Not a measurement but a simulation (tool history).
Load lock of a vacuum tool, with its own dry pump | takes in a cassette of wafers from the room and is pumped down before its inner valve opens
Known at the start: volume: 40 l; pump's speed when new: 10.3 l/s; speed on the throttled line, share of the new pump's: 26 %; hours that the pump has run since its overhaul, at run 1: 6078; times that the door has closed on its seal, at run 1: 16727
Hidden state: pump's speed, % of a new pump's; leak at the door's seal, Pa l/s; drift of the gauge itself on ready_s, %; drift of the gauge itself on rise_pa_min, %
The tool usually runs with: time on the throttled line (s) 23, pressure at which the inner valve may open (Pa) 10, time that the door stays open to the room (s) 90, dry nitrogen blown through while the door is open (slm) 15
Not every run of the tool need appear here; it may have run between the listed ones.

run    hour  time on the throttled line (s)  pressure at which the inner valve may open (Pa)  time that the door stays open to the room (s)  dry nitrogen blown through while the door is open (slm)  hours that the pump has run since its overhaul  times that the door has closed on its seal  incoming humidity of the room's air, %  time from the closed door until the inner valve may open (s)  rise of the pressure with all valves shut (Pa/min)
  1     0.0                              23                                               10                                             90                                                       15                                            6078                                       16727                                    44.3                                                          56.1                                               0.062
  2   219.3                              23                                               10                                             90                                                       15                                            6298                                       17074                                    45.3                                                          56.5                                               0.072
  3   502.4                              23                                               10                                             90                                                       15                                            6581                                       17522                                    45.4                                                          56.7                                               0.065
  4   677.7                              23                                               10                                             90                                                       15                                            6756                                       17799                                    45.5                                                          56.9                                               0.068
  5   943.6                              23                                               10                                             90                                                       15                                            7022                                       18219                                    43.1                                                          57.9                                               0.070
  6  1074.1                              23                                               10                                             90                                                       15                                            7152                                       18426                                    45.1                                                          56.6                                               0.074
  7  1264.1                              23                                               10                                             90                                                       15                                            7342                                       18726                                    44.9                                                          57.2                                               0.078
  8  1411.1                              23                                               10                                             44                                                       15                                            7489                                       18958                                    44.2                                                          57.0                                               0.063
  9  1631.0                              23                                               10                                             44                                                       15                                            7709                                       19306                                    45.6                                                          57.6                                               0.065
 10  1948.8                              23                                               10                                             36                                                       15                                            8027                                       19809                                    47.5                                                          57.9                                               0.071
 11  2112.7                              23                                               10                                             36                                                       15                                            8191                                       20068                                    44.8                                                          57.7                                               0.067
 12  2272.5                              23                                               10                                             36                                                       15                                            8351                                       20320                                    43.4                                                          57.2                                               0.064
 13  2439.9                              23                                               10                                             36                                                       15                                            8518                                       20585                                    44.5                                                          58.3                                               0.072
 14  2679.0                              23                                               10                                             90                                                       15                                            8757                                       20963                                    44.7                                                          58.4                                               0.081
 15  2995.6                              21                                               10                                             90                                                       15                                            9074                                       21464                                    44.8                                                          57.7                                               0.079
 16  3163.0                              23                                               10                                             90                                                       17                                            9241                                       21728                                    47.4                                                          57.5                                               0.083
 17  3439.6                              23                                               10                                             90                                                       17                                            9518                                       22166                                    46.4                                                          59.1                                               0.077
     3493.9  -- dry pump taken out, an overhauled one fitted
 18  3660.5                              23                                               10                                             90                                                       40                                             167                                       22505                                    46.6                                                          52.8                                               0.071
 19  3897.4                              23                                               10                                             90                                                       40                                             403                                       22880                                    48.3                                                          53.1                                               0.072
 20  4197.2                              23                                               10                                             90                                                       15                                             703                                       23354                                    46.7                                                          53.2                                               0.090
 21  4335.2                              26                                               10                                             90                                                       13                                             841                                       23572                                    46.0                                                          56.2                                               0.088
 22  4560.8                              23                                               10                                             68                                                       15                                            1067                                       23929                                    44.6                                                          53.5                                               0.079
 23  4772.5                              25                                               10                                             90                                                        4                                            1279                                       24263                                    43.7                                                          55.1                                               0.094
 24  5038.5                              25                                               10                                             90                                                        4                                            1545                                       24684                                    43.2                                                          55.2                                               0.091
 25  5194.9                              25                                                8                                             90                                                        4                                            1701                                       24931                                    42.9                                                          55.8                                               0.092
 26  5442.0                              23                                               10                                             29                                                       15                                            1948                                       25322                                    49.3                                                          54.4                                               0.084
 27  5663.6                              23                                               10                                             29                                                       15                                            2170                                       25672                                    44.0                                                          54.4                                               0.074
 28  5873.6                              23                                               10                                             29                                                       15                                            2380                                       26004                                    45.6                                                          54.4                                               0.079
 29  6126.3                              23                                               10                                             29                                                       15                                            2632                                       26404                                    44.7                                                          53.9                                               0.080
 30  6426.2                              23                                               10                                            138                                                       10                                            2932                                       26878                                    45.2                                                          54.4                                               0.104
 31  6578.5                              23                                               10                                            138                                                       26                                            3085                                       27119                                    43.0                                                          54.1                                               0.087
 32  6875.0                              23                                               17                                             69                                                        7                                            3381                                       27588                                    48.7                                                          52.9                                               0.105
 33  7183.7                              19                                                9                                             69                                                       41                                            3690                                       28076                                    42.0                                                          53.2                                               0.083
 34  7378.4                              19                                                9                                             69                                                       41                                            3884                                       28384                                    46.1                                                          52.7                                               0.086
 35  7675.1                              19                                               19                                             69                                                       41                                            4181                                       28853                                    42.2                                                          50.3                                               0.077
 36  7888.6                              19                                               19                                             69                                                       41                                            4395                                       29190                                    44.1                                                          50.4                                               0.083
 37  8176.2                              19                                               19                                             69                                                       41                                            4682                                       29645                                    37.5                                                          50.0                                               0.080

Hidden state at the last listed run before each entry between runs and at the first one after, where it differs:
From run 17 to run 18: dry pump taken out, an overhauled one fitted (hour 3493.9)
  pump's speed, % of a new pump's: 84.9 -> 101.2; leak at the door's seal, Pa l/s: 0.0275 -> 0.028
  measured less the result without the state, time from the closed door until the inner valve may open (s): +5.4 -> -0.4; rise of the pressure with all valves shut (Pa/min): +0.038 -> +0.039
